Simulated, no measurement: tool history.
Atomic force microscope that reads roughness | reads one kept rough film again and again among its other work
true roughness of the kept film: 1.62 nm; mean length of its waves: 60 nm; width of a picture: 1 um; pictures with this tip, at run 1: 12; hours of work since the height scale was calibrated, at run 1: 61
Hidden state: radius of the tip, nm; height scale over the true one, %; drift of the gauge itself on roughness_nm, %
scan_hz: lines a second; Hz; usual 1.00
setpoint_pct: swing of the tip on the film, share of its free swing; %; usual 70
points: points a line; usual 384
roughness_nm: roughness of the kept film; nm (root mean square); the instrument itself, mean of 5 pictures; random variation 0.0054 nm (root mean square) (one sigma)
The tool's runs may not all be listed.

run,hour,scan_hz,setpoint_pct,points,pictures with this tip,hours of work since the height scale was calibrated,roughness_nm
1,0.0,1.00,70,384,12,61,1.554
2,17.1,1.00,70,384,29,71,1.551
3,28.1,1.00,70,384,39,78,1.550
4,39.3,1.00,80,384,50,84,1.532
5,51.4,1.00,70,384,63,91,1.550
6,67.4,0.85,70,384,78,101,1.556
7,78.1,2.27,70,384,89,107,1.508
8,95.3,2.27,70,384,106,117,1.513
9,103.5,2.27,70,384,114,122,1.511
10,113.7,2.27,70,384,124,128,1.519
11,131.2,2.27,70,384,142,138,1.517
12,141.1,2.27,70,753,152,144,1.513
13,149.6,3.02,70,753,160,149,1.485
14,158.6,3.02,70,753,169,154,1.488
# hour 160.7: new tip fitted
15,172.6,1.73,70,384,11,162,1.528
16,187.4,1.20,78,700,26,171,1.520
17,197.3,1.00,72,384,36,176,1.549
18,207.9,1.00,72,384,46,183,1.552
19,216.0,1.00,66,312,54,187,1.554
20,225.0,1.00,66,312,63,193,1.565
21,240.9,1.75,76,301,79,202,1.500
22,254.8,1.10,78,384,93,210,1.532
23,265.1,2.42,70,384,103,216,1.504
24,282.5,2.42,77,322,120,226,1.466
25,300.3,1.00,70,688,138,237,1.551
26,311.9,1.00,77,384,150,244,1.533

The next listed run, before its measurement:
27,328.9,1.68,77,894,167,254,?

Run 27 gave roughness_nm 1.518 nm (root mean square).
Without the tool's hidden state the same run would have given roughness_nm 1.519 nm (root mean square).

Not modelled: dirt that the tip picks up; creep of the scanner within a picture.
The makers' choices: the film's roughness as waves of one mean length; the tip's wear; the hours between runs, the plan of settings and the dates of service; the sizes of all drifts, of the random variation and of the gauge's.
